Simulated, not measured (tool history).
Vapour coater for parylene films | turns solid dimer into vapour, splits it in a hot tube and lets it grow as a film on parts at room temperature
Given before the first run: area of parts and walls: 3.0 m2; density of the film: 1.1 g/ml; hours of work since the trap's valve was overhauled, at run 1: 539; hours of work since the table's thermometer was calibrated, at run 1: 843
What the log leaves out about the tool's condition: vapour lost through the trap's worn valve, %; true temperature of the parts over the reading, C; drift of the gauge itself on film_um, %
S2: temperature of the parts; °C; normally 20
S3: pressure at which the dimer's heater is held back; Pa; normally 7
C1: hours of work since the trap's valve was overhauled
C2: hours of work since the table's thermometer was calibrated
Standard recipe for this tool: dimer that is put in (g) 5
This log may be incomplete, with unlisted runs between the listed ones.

{"run": 1, "hour": 0.0, "dimer that is put in (g)": 5, "S2": 20, "S3": 7, "C1": 539, "C2": 843, "thickness of the film (nm)": 645}
{"hour": 11.9, "done": "trap's valve overhauled"}
{"run": 2, "hour": 24.5, "dimer that is put in (g)": 5, "S2": 20, "S3": 7, "C1": 7, "C2": 854, "thickness of the film (nm)": 748}
{"run": 3, "hour": 41.5, "dimer that is put in (g)": 5, "S2": 20, "S3": 7, "C1": 16, "C2": 863, "thickness of the film (nm)": 747}
{"run": 4, "hour": 80.7, "dimer that is put in (g)": 5, "S2": 20, "S3": 7, "C1": 37, "C2": 884, "thickness of the film (nm)": 743}
{"run": 5, "hour": 108.0, "dimer that is put in (g)": 5, "S2": 20, "S3": 7, "C1": 52, "C2": 899, "thickness of the film (nm)": 749}
{"run": 6, "hour": 126.1, "dimer that is put in (g)": 5, "S2": 20, "S3": 7, "C1": 62, "C2": 909, "thickness of the film (nm)": 743}
{"run": 7, "hour": 149.3, "dimer that is put in (g)": 5, "S2": 20, "S3": 7, "C1": 75, "C2": 922, "thickness of the film (nm)": 741}
{"run": 8, "hour": 168.5, "dimer that is put in (g)": 6, "S2": 17, "S3": 8.09, "C1": 85, "C2": 932, "thickness of the film (nm)": 972}
{"run": 9, "hour": 210.2, "dimer that is put in (g)": 6, "S2": 17, "S3": 8.01, "C1": 108, "C2": 955, "thickness of the film (nm)": 966}
{"run": 10, "hour": 229.4, "dimer that is put in (g)": 6, "S2": 15, "S3": 5.61, "C1": 118, "C2": 966, "thickness of the film (nm)": 1093}
{"run": 11, "hour": 251.6, "dimer that is put in (g)": 6, "S2": 15, "S3": 5.61, "C1": 131, "C2": 978, "thickness of the film (nm)": 1084}
{"run": 12, "hour": 269.8, "dimer that is put in (g)": 7, "S2": 13, "S3": 2.47, "C1": 140, "C2": 988, "thickness of the film (nm)": 1525}
{"run": 13, "hour": 305.5, "dimer that is put in (g)": 9, "S2": 23, "S3": 5.09, "C1": 160, "C2": 1007, "thickness of the film (nm)": 1217}

Here are 4 independent what-if runs from the current tool condition. What would each one return?
{"run": "A", "hour": 338.6, "dimer that is put in (g)": 6, "S2": 30, "S3": 5.09, "C1": 178, "C2": 1025, "thickness of the film (nm)": "?"}
{"run": "B", "hour": 338.6, "dimer that is put in (g)": 3, "S2": 15, "S3": 5.09, "C1": 178, "C2": 1025, "thickness of the film (nm)": "?"}
{"run": "C", "hour": 338.6, "dimer that is put in (g)": 2, "S2": 22, "S3": 2.11, "C1": 178, "C2": 1025, "thickness of the film (nm)": "?"}
{"run": "D", "hour": 338.6, "dimer that is put in (g)": 9, "S2": 31, "S3": 5.09, "C1": 178, "C2": 1025, "thickness of the film (nm)": "?"}

run=A thickness_of_the_film_(nm)=622
run=B thickness_of_the_film_(nm)=549
run=C thickness_of_the_film_(nm)=315
run=D thickness_of_the_film_(nm)=905
Take away the tool's hidden state, keep each run's random variation, and the runs would have read:
run=A thickness_of_the_film_(nm)=634
run=B thickness_of_the_film_(nm)=560
run=C thickness_of_the_film_(nm)=321
run=D thickness_of_the_film_(nm)=923
